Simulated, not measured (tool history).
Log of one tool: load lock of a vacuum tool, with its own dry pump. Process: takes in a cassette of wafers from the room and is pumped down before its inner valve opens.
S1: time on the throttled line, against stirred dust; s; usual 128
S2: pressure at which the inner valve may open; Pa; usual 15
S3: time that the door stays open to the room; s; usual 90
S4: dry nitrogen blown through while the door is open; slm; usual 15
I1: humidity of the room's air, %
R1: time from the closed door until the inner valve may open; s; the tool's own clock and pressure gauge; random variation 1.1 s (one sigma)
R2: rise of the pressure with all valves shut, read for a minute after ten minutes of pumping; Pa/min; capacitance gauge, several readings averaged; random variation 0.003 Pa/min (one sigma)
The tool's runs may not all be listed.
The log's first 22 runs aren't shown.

{"run": 23, "hour": 2183.5, "S1": 213, "S2": 22, "S3": 224, "S4": 12, "I1": 46.2, "R1": 258.5, "R2": 0.043}
{"run": 24, "hour": 2246.0, "S1": 213, "S2": 22, "S3": 224, "S4": 12, "I1": 47.0, "R1": 259.4, "R2": 0.045}
{"run": 25, "hour": 2349.5, "S1": 131, "S2": 18, "S3": 43, "S4": 21, "I1": 42.9, "R1": 197.0, "R2": 0.018}
{"run": 26, "hour": 2454.3, "S1": 131, "S2": 21, "S3": 43, "S4": 41, "I1": 44.9, "R1": 193.4, "R2": 0.015}
{"run": 27, "hour": 2568.4, "S1": 128, "S2": 15, "S3": 34, "S4": 15, "I1": 44.6, "R1": 192.1, "R2": 0.021}
{"run": 28, "hour": 2665.6, "S1": 128, "S2": 20, "S3": 90, "S4": 15, "I1": 44.1, "R1": 191.4, "R2": 0.02}
{"run": 29, "hour": 2783.0, "S1": 128, "S2": 15, "S3": 127, "S4": 7, "I1": 44.7, "R1": 194.0, "R2": 0.039}
{"run": 30, "hour": 2868.8, "S1": 128, "S2": 14, "S3": 127, "S4": 7, "I1": 44.3, "R1": 194.1, "R2": 0.038}
{"run": 31, "hour": 2934.6, "S1": 67, "S2": 15, "S3": 90, "S4": 15, "I1": 45.4, "R1": 144.2, "R2": 0.028}
{"run": 32, "hour": 3065.2, "S1": 83, "S2": 15, "S3": 90, "S4": 9, "I1": 46.8, "R1": 154.6, "R2": 0.026}
{"run": 33, "hour": 3134.0, "S1": 83, "S2": 15, "S3": 90, "S4": 9, "I1": 44.0, "R1": 157.2, "R2": 0.033}
{"run": 34, "hour": 3189.3, "S1": 128, "S2": 13, "S3": 206, "S4": 11, "I1": 42.8, "R1": 196.2, "R2": 0.033}
{"run": 35, "hour": 3316.8, "S1": 186, "S2": 24, "S3": 86, "S4": 7, "I1": 44.1, "R1": 236.8, "R2": 0.032}

3 ways to go on from here, each from the tool as it stands after run 35. What would each give?
{"run": "A", "hour": 3418.7, "S1": 229, "S2": 14, "S3": 90, "S4": 10, "I1": 42.9, "R1": "?", "R2": "?"}
{"run": "B", "hour": 3418.7, "S1": 225, "S2": 15, "S3": 90, "S4": 15, "I1": 45.3, "R1": "?", "R2": "?"}
{"run": "C", "hour": 3418.7, "S1": 128, "S2": 10, "S3": 51, "S4": 15, "I1": 45.3, "R1": "?", "R2": "?"}

run=A R1=277.5 R2=0.029
run=B R1=271.2 R2=0.020
run=C R1=199.6 R2=0.016
Without the tool's hidden state the same runs would have given:
run=A R1=277.4 R2=0.029
run=B R1=271.2 R2=0.020
run=C R1=199.6 R2=0.015
